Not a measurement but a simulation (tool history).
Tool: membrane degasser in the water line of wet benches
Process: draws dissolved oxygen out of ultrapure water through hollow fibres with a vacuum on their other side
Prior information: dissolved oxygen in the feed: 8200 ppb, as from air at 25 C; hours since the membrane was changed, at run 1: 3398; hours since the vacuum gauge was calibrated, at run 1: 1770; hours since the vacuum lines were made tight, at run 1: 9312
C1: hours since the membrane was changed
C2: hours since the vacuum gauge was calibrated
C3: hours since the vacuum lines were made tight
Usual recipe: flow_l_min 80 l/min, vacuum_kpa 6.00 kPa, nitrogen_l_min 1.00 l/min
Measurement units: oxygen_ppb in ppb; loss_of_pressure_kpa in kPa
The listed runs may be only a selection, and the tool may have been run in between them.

run 1 hour=0.0 | flow_l_min=80 vacuum_kpa=6.00 nitrogen_l_min=1.00 | C1=3398 C2=1770 C3=9312 | oxygen_ppb=380.2 loss_of_pressure_kpa=46.21
run 2 hour=88.0 | flow_l_min=80 vacuum_kpa=6.00 nitrogen_l_min=1.00 | C1=3486 C2=1858 C3=9400 | oxygen_ppb=382.3 loss_of_pressure_kpa=45.97
run 3 hour=163.5 | flow_l_min=80 vacuum_kpa=6.00 nitrogen_l_min=1.00 | C1=3562 C2=1934 C3=9475 | oxygen_ppb=377.5 loss_of_pressure_kpa=45.81
run 4 hour=233.0 | flow_l_min=80 vacuum_kpa=6.00 nitrogen_l_min=0.48 | C1=3631 C2=2003 C3=9545 | oxygen_ppb=568.3 loss_of_pressure_kpa=46.13
run 5 hour=298.2 | flow_l_min=80 vacuum_kpa=6.00 nitrogen_l_min=0.48 | C1=3697 C2=2069 C3=9610 | oxygen_ppb=575.4 loss_of_pressure_kpa=45.99
run 6 hour=412.4 | flow_l_min=80 vacuum_kpa=6.00 nitrogen_l_min=0.48 | C1=3811 C2=2183 C3=9724 | oxygen_ppb=573.9 loss_of_pressure_kpa=45.83
run 7 hour=505.8 | flow_l_min=80 vacuum_kpa=6.00 nitrogen_l_min=0.48 | C1=3904 C2=2276 C3=9818 | oxygen_ppb=575.0 loss_of_pressure_kpa=46.20
run 8 hour=584.7 | flow_l_min=80 vacuum_kpa=6.00 nitrogen_l_min=1.00 | C1=3983 C2=2355 C3=9897 | oxygen_ppb=382.8 loss_of_pressure_kpa=45.89
run 9 hour=701.4 | flow_l_min=80 vacuum_kpa=6.00 nitrogen_l_min=0.42 | C1=4100 C2=2472 C3=10013 | oxygen_ppb=607.1 loss_of_pressure_kpa=46.05
run 10 hour=836.3 | flow_l_min=80 vacuum_kpa=6.00 nitrogen_l_min=1.00 | C1=4235 C2=2607 C3=10148 | oxygen_ppb=382.9 loss_of_pressure_kpa=46.15
run 11 hour=895.4 | flow_l_min=80 vacuum_kpa=6.00 nitrogen_l_min=1.00 | C1=4294 C2=2666 C3=10207 | oxygen_ppb=386.7 loss_of_pressure_kpa=46.40
run 12 hour=977.2 | flow_l_min=80 vacuum_kpa=6.00 nitrogen_l_min=0.55 | C1=4376 C2=2748 C3=10289 | oxygen_ppb=540.1 loss_of_pressure_kpa=46.40
run 13 hour=1088.6 | flow_l_min=80 vacuum_kpa=6.00 nitrogen_l_min=2.47 | C1=4487 C2=2859 C3=10401 | oxygen_ppb=203.4 loss_of_pressure_kpa=46.00
run 14 hour=1179.8 | flow_l_min=59 vacuum_kpa=4.92 nitrogen_l_min=2.54 | C1=4578 C2=2950 C3=10492 | oxygen_ppb=94.8 loss_of_pressure_kpa=34.16
-- hour=1193.4 vacuum gauge calibrated
run 15 hour=1309.5 | flow_l_min=72 vacuum_kpa=8.36 nitrogen_l_min=1.52 | C1=4707 C2=116 C3=10621 | oxygen_ppb=468.0 loss_of_pressure_kpa=41.80
run 16 hour=1416.9 | flow_l_min=120 vacuum_kpa=4.95 nitrogen_l_min=0.95 | C1=4815 C2=224 C3=10728 | oxygen_ppb=378.3 loss_of_pressure_kpa=69.22
run 17 hour=1519.7 | flow_l_min=120 vacuum_kpa=4.95 nitrogen_l_min=0.95 | C1=4918 C2=326 C3=10831 | oxygen_ppb=385.7 loss_of_pressure_kpa=69.71
run 18 hour=1655.6 | flow_l_min=80 vacuum_kpa=6.01 nitrogen_l_min=0.89 | C1=5053 C2=462 C3=10967 | oxygen_ppb=422.3 loss_of_pressure_kpa=46.46
-- hour=1665.5 vacuum gauge calibrated, once more
-- hour=1718.1 seals of the vacuum lines changed
run 19 hour=1789.2 | flow_l_min=80 vacuum_kpa=6.01 nitrogen_l_min=0.89 | C1=5185 C2=122 C3=71 | oxygen_ppb=399.0 loss_of_pressure_kpa=46.41
run 20 hour=1865.3 | flow_l_min=80 vacuum_kpa=12.66 nitrogen_l_min=0.42 | C1=5261 C2=198 C3=147 | oxygen_ppb=1833.7 loss_of_pressure_kpa=46.23
run 21 hour=1952.6 | flow_l_min=80 vacuum_kpa=12.66 nitrogen_l_min=0.42 | C1=5348 C2=285 C3=235 | oxygen_ppb=1824.1 loss_of_pressure_kpa=45.94
run 22 hour=2024.8 | flow_l_min=80 vacuum_kpa=6.38 nitrogen_l_min=1.00 | C1=5420 C2=357 C3=307 | oxygen_ppb=420.9 loss_of_pressure_kpa=46.13
run 23 hour=2158.0 | flow_l_min=102 vacuum_kpa=6.38 nitrogen_l_min=0.61 | C1=5553 C2=491 C3=440 | oxygen_ppb=653.9 loss_of_pressure_kpa=59.06
run 24 hour=2286.6 | flow_l_min=104 vacuum_kpa=5.05 nitrogen_l_min=0.61 | C1=5682 C2=619 C3=569 | oxygen_ppb=406.9 loss_of_pressure_kpa=60.40
run 25 hour=2402.7 | flow_l_min=104 vacuum_kpa=6.17 nitrogen_l_min=0.82 | C1=5798 C2=735 C3=685 | oxygen_ppb=534.2 loss_of_pressure_kpa=60.50

Some steps in oxygen_ppb, run to run, broken into two amounts with sign: the step expected even without the hidden condition (settings, incoming material, random variation), and the rest, left for the hidden condition together with whatever gauge scatter is not in both the measured and the hidden-condition-free result:
The tool's hidden condition here consists of: membrane still open, %; true pressure behind the membrane over the reading, kPa; air that leaks in behind the membrane, l/min; drift of the gauge itself on oxygen_ppb, %; drift of the gauge itself on loss_of_pressure_kpa, %.
Run 15 -> 16: flow_l_min 72 -> 120, vacuum_kpa 8.36 -> 4.95, nitrogen_l_min 1.52 -> 0.95. oxygen_ppb -89.7 ppb: hidden state +16.3, all else -106.0.
Run 18 -> 19: vacuum gauge calibrated, once more, seals of the vacuum lines changed. oxygen_ppb -23.3 ppb: hidden state -24.1, all else +0.8.
Run 19 -> 20: vacuum_kpa 6.01 -> 12.66, nitrogen_l_min 0.89 -> 0.42. oxygen_ppb +1434.7 ppb: hidden state -2.8, all else +1437.5.
Run 21 -> 22: vacuum_kpa 12.66 -> 6.38, nitrogen_l_min 0.42 -> 1.00. oxygen_ppb -1403.2 ppb: hidden state +3.4, all else -1406.6.
